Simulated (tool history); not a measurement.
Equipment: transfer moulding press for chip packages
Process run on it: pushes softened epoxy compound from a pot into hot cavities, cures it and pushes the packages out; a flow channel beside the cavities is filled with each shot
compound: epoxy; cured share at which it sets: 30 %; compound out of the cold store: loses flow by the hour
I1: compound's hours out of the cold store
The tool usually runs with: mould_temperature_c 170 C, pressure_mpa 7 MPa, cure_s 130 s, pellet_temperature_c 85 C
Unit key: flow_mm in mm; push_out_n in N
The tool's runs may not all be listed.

run 1 day=0 | mould_temperature_c=170 pressure_mpa=7 cure_s=130 pellet_temperature_c=85 | I1=42.4 | flow_mm=603 push_out_n=315
run 2 day=0.65 | mould_temperature_c=170 pressure_mpa=7 cure_s=130 pellet_temperature_c=85 | I1=18.2 | flow_mm=695 push_out_n=325
run 3 day=1.471 | mould_temperature_c=170 pressure_mpa=5.72 cure_s=130 pellet_temperature_c=85 | I1=33.5 | flow_mm=572 push_out_n=310
-- day=1.921 cavities cleaned with cleaning compound and waxed
run 4 day=2.1 | mould_temperature_c=171 pressure_mpa=5.72 cure_s=130 pellet_temperature_c=85 | I1=45.8 | flow_mm=530 push_out_n=321
run 5 day=2.729 | mould_temperature_c=171 pressure_mpa=5.72 cure_s=130 pellet_temperature_c=85 | I1=10.6 | flow_mm=657 push_out_n=307
run 6 day=3.154 | mould_temperature_c=171 pressure_mpa=8.15 cure_s=130 pellet_temperature_c=85 | I1=19.6 | flow_mm=740 push_out_n=323
run 7 day=3.8 | mould_temperature_c=171 pressure_mpa=8.15 cure_s=130 pellet_temperature_c=85 | I1=40.3 | flow_mm=656 push_out_n=302
-- day=4.183 cavities cleaned with cleaning compound and waxed
run 8 day=4.533 | mould_temperature_c=171 pressure_mpa=8.15 cure_s=130 pellet_temperature_c=85 | I1=10.2 | flow_mm=783 push_out_n=330
-- day=4.929 plunger's sealing rings changed
run 9 day=5.479 | mould_temperature_c=171 pressure_mpa=8.15 cure_s=130 pellet_temperature_c=85 | I1=47.1 | flow_mm=631 push_out_n=301
run 10 day=6.017 | mould_temperature_c=171 pressure_mpa=8.15 cure_s=130 pellet_temperature_c=85 | I1=21.5 | flow_mm=733 push_out_n=317
run 11 day=6.45 | mould_temperature_c=170 pressure_mpa=7 cure_s=130 pellet_temperature_c=93 | I1=19.6 | flow_mm=687 push_out_n=320
-- day=6.583 cavities cleaned with cleaning compound and waxed
run 12 day=7.204 | mould_temperature_c=170 pressure_mpa=5.8 cure_s=132 pellet_temperature_c=91 | I1=37.9 | flow_mm=562 push_out_n=308
run 13 day=7.771 | mould_temperature_c=170 pressure_mpa=5.8 cure_s=132 pellet_temperature_c=91 | I1=9.4 | flow_mm=667 push_out_n=319
run 14 day=8.346 | mould_temperature_c=170 pressure_mpa=5.8 cure_s=132 pellet_temperature_c=91 | I1=47 | flow_mm=533 push_out_n=321
-- day=8.871 cavities cleaned with cleaning compound and waxed
run 15 day=8.871 | mould_temperature_c=170 pressure_mpa=5.8 cure_s=132 pellet_temperature_c=91 | I1=29.3 | flow_mm=591 push_out_n=303
run 16 day=9.667 | mould_temperature_c=166 pressure_mpa=7.19 cure_s=147 pellet_temperature_c=76 | I1=8.6 | flow_mm=757 push_out_n=340
run 17 day=10.179 | mould_temperature_c=170 pressure_mpa=7 cure_s=120 pellet_temperature_c=93 | I1=39.3 | flow_mm=612 push_out_n=327
run 18 day=10.758 | mould_temperature_c=170 pressure_mpa=7 cure_s=132 pellet_temperature_c=87 | I1=10.4 | flow_mm=729 push_out_n=323
-- day=11.171 cavities cleaned with cleaning compound and waxed
run 19 day=11.533 | mould_temperature_c=173 pressure_mpa=6.26 cure_s=152 pellet_temperature_c=92 | I1=11.4 | flow_mm=677 push_out_n=289
run 20 day=12.188 | mould_temperature_c=176 pressure_mpa=7.08 cure_s=130 pellet_temperature_c=95 | I1=8.6 | flow_mm=725 push_out_n=294
run 21 day=12.95 | mould_temperature_c=169 pressure_mpa=5.94 cure_s=145 pellet_temperature_c=91 | I1=35.3 | flow_mm=579 push_out_n=296

Alternative continuations, all from the tool just after run 21; predict every row:
-- day=13.479 cavities cleaned with cleaning compound and waxed
run A day=13.521 | mould_temperature_c=170 pressure_mpa=8.4 cure_s=130 pellet_temperature_c=77 | I1=21.2 | flow_mm=? push_out_n=?
-- day=13.479 cavities cleaned with cleaning compound and waxed
run B day=13.521 | mould_temperature_c=170 pressure_mpa=5.55 cure_s=130 pellet_temperature_c=78 | I1=15.7 | flow_mm=? push_out_n=?
-- day=13.479 cavities cleaned with cleaning compound and waxed
run C day=13.521 | mould_temperature_c=170 pressure_mpa=7 cure_s=130 pellet_temperature_c=87 | I1=8.7 | flow_mm=? push_out_n=?
-- day=13.479 cavities cleaned with cleaning compound and waxed
run D day=13.521 | mould_temperature_c=171 pressure_mpa=8.04 cure_s=159 pellet_temperature_c=91 | I1=44.8 | flow_mm=? push_out_n=?
-- day=13.479 cavities cleaned with cleaning compound and waxed
run E day=13.521 | mould_temperature_c=170 pressure_mpa=8.4 cure_s=137 pellet_temperature_c=94 | I1=27.3 | flow_mm=? push_out_n=?

run=A flow_mm=749 push_out_n=316
run=B flow_mm=629 push_out_n=317
run=C flow_mm=737 push_out_n=312
run=D flow_mm=634 push_out_n=291
run=E flow_mm=722 push_out_n=319
With no hidden state in the tool, these same runs would have given:
run=A flow_mm=749 push_out_n=315
run=B flow_mm=630 push_out_n=317
run=C flow_mm=737 push_out_n=311
run=D flow_mm=634 push_out_n=291
run=E flow_mm=722 push_out_n=319

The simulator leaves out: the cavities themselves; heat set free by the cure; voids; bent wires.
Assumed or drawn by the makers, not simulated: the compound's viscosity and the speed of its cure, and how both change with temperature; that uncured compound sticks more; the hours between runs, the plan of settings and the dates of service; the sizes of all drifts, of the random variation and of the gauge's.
